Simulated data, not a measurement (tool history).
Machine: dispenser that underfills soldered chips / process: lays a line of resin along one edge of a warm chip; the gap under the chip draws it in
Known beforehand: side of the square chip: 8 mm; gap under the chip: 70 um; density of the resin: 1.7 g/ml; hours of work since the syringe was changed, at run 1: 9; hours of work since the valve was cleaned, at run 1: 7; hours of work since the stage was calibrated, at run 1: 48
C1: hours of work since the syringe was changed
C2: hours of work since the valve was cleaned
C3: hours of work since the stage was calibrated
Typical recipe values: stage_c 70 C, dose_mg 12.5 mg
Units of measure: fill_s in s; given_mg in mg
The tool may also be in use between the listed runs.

run 1 day=0 | stage_c=70 dose_mg=12.5 | C1=9 C2=7 C3=48 | fill_s=24.9 given_mg=12.47
-- day=0.125 new syringe of resin
run 2 day=0.229 | stage_c=70 dose_mg=12.5 | C1=2 C2=10 C3=52 | fill_s=15.5 given_mg=12.44
run 3 day=0.375 | stage_c=70 dose_mg=12.5 | C1=4 C2=13 C3=54 | fill_s=18.4 given_mg=12.43
run 4 day=0.604 | stage_c=70 dose_mg=12.5 | C1=8 C2=16 C3=58 | fill_s=22.5 given_mg=12.42
-- day=0.812 new syringe of resin
run 5 day=0.838 | stage_c=77 dose_mg=12.5 | C1=0 C2=20 C3=62 | fill_s=11 given_mg=12.39
run 6 day=1.033 | stage_c=58 dose_mg=12.5 | C1=4 C2=23 C3=65 | fill_s=28.8 given_mg=12.37
run 7 day=1.138 | stage_c=70 dose_mg=12.4 | C1=5 C2=25 C3=67 | fill_s=19.7 given_mg=12.19
run 8 day=1.354 | stage_c=70 dose_mg=15.4 | C1=9 C2=29 C3=70 | fill_s=23.9 given_mg=15.16
run 9 day=1.475 | stage_c=70 dose_mg=15.4 | C1=11 C2=31 C3=72 | fill_s=26.8 given_mg=15.18
-- day=1.5 new syringe of resin
run 10 day=1.6 | stage_c=70 dose_mg=15.4 | C1=2 C2=32 C3=74 | fill_s=16.2 given_mg=15.15
run 11 day=1.8 | stage_c=61 dose_mg=12.6 | C1=5 C2=36 C3=77 | fill_s=27.4 given_mg=12.36
run 12 day=2.025 | stage_c=58 dose_mg=12.2 | C1=9 C2=39 C3=81 | fill_s=39.5 given_mg=11.96
-- day=2.204 new syringe of resin
run 13 day=2.233 | stage_c=58 dose_mg=12.2 | C1=0 C2=43 C3=84 | fill_s=24.3 given_mg=11.94
run 14 day=2.475 | stage_c=58 dose_mg=12.2 | C1=4 C2=47 C3=88 | fill_s=30.8 given_mg=11.93
run 15 day=2.608 | stage_c=68 dose_mg=13.1 | C1=7 C2=49 C3=91 | fill_s=22.6 given_mg=12.77
run 16 day=2.775 | stage_c=80 dose_mg=14.2 | C1=9 C2=52 C3=93 | fill_s=17 given_mg=13.78
-- day=2.9 new syringe of resin
run 17 day=3.004 | stage_c=73 dose_mg=14.2 | C1=2 C2=55 C3=97 | fill_s=13.6 given_mg=13.75
-- day=3.25 dispensing valve cleaned and set on the balance
run 18 day=3.296 | stage_c=73 dose_mg=14.2 | C1=6 C2=1 C3=101 | fill_s=18 given_mg=14.27
run 19 day=3.538 | stage_c=70 dose_mg=14 | C1=10 C2=5 C3=105 | fill_s=25.3 given_mg=14.03

5 ways to go on from here, each from the tool as it stands after run 19. What would each give?
-- day=3.642 new syringe of resin
run A day=3.804 | stage_c=70 dose_mg=13.7 | C1=3 C2=9 C3=109 | fill_s=? given_mg=?
-- day=3.642 new syringe of resin
run B day=3.804 | stage_c=83 dose_mg=10.8 | C1=3 C2=9 C3=109 | fill_s=? given_mg=?
-- day=3.642 new syringe of resin
run C day=3.804 | stage_c=62 dose_mg=12.4 | C1=3 C2=9 C3=109 | fill_s=? given_mg=?
-- day=3.642 new syringe of resin
run D day=3.804 | stage_c=73 dose_mg=12.1 | C1=3 C2=9 C3=109 | fill_s=? given_mg=?
-- day=3.642 new syringe of resin
run E day=3.804 | stage_c=85 dose_mg=15.6 | C1=3 C2=9 C3=109 | fill_s=? given_mg=?

run=A fill_s=16.4 given_mg=13.65
run=B fill_s=10 given_mg=10.69
run=C fill_s=23.4 given_mg=12.4
run=D fill_s=15 given_mg=12.06
run=E fill_s=9.2 given_mg=15.52
What these runs would have given with no unlogged condition in the tool:
run=A fill_s=14.2 given_mg=13.69
run=B fill_s=8.6 given_mg=10.72
run=C fill_s=20.2 given_mg=12.43
run=D fill_s=13 given_mg=12.09
run=E fill_s=7.9 given_mg=15.57

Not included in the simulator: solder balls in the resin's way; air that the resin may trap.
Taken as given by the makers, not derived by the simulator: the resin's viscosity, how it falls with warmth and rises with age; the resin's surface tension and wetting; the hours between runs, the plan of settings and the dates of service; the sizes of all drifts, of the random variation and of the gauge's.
